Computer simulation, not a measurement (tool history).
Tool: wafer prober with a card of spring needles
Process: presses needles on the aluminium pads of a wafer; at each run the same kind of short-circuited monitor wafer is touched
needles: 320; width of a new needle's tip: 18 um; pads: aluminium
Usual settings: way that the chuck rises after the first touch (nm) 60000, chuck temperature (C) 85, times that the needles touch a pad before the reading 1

| run | hour | way that the chuck rises after the first touch (nm) | chuck temperature (C) | times that the needles touch a pad before the reading | resistance of one needle with its contact and lead (mohm) | way that a needle slides on the pad (nm) |
|---|---|---|---|---|---|---|
| 1 | 0 | 60000 | 85 | 1 | 159 | 16410 |
|  | 8.5 | tips cleaned on abrasive film |
| 2 | 9.8 | 60000 | 85 | 1 | 161 | 16400 |
| 3 | 18.3 | 60000 | 85 | 1 | 160 | 16360 |
| 4 | 31.9 | 60000 | 85 | 1 | 162 | 16450 |
| 5 | 39.6 | 60000 | 85 | 1 | 159 | 16340 |
|  | 43.4 | tips cleaned on abrasive film |
| 6 | 49.7 | 60000 | 85 | 1 | 162 | 16220 |
| 7 | 56.3 | 60000 | 85 | 1 | 162 | 16360 |
| 8 | 67.3 | 60000 | 85 | 1 | 159 | 16340 |

Run 9 comes next. What will it give?
|  | 77.9 | tips cleaned on abrasive film |
| 9 | 81 | 62000 | 52 | 3 | ? | ? |

Run 9 gave resistance of one needle with its contact and lead (mohm) 152, way that a needle slides on the pad (nm) 16760.
Without the tool's hidden state the same run would have given resistance of one needle with its contact and lead (mohm) 152, way that a needle slides on the pad (nm) 16860.

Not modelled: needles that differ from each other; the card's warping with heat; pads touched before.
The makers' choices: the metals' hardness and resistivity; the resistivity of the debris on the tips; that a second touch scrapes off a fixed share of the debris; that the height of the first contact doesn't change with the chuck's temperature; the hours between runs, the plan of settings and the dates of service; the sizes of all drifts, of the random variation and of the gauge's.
